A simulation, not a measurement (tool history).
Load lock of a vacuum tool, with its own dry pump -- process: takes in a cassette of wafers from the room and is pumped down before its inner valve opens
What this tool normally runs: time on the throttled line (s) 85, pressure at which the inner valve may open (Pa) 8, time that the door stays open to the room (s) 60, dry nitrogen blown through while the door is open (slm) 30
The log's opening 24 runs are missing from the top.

run,hour,time on the throttled line (s),pressure at which the inner valve may open (Pa),time that the door stays open to the room (s),dry nitrogen blown through while the door is open (slm),"incoming humidity of the room's air, %",time from the closed door until the inner valve may open (s),rise of the pressure with all valves shut (Pa/min)
25,4684.9,44,10,60,7,44.0,156.0,0.113
26,4818.2,82,8,60,22,47.0,188.5,0.103
27,4998.1,95,7,60,30,47.2,199.6,0.111
28,5147.1,95,9,60,10,44.3,193.7,0.120
29,5407.5,95,9,211,29,44.9,195.1,0.171
30,5571.5,95,9,211,29,44.7,193.7,0.172
31,5688.6,85,8,60,42,46.4,190.6,0.120
32,5887.1,55,7,60,30,47.0,170.2,0.149
33,6147.0,69,14,113,29,42.7,170.4,0.163
34,6334.7,69,14,113,29,47.3,169.9,0.182
35,6451.5,85,8,60,23,47.7,192.5,0.169
36,6581.6,85,8,60,23,47.4,190.7,0.170

4 options for the next run, each taken on its own from the tool as it stands now. Forecast them:
A,6732.9,85,7,60,23,47.7,?,?
B,6732.9,125,8,60,24,46.6,?,?
C,6732.9,145,8,130,23,49.1,?,?
D,6732.9,95,8,60,30,47.0,?,?

run,time from the closed door until the inner valve may open (s),rise of the pressure with all valves shut (Pa/min)
A,192.9,0.177
B,219.2,0.181
C,235.0,0.213
D,197.3,0.175
Take away the tool's hidden state, keep each run's random variation, and the runs would have read:
run,time from the closed door until the inner valve may open (s),rise of the pressure with all valves shut (Pa/min)
A,182.7,0.033
B,210.4,0.036
C,226.7,0.069
D,187.8,0.032

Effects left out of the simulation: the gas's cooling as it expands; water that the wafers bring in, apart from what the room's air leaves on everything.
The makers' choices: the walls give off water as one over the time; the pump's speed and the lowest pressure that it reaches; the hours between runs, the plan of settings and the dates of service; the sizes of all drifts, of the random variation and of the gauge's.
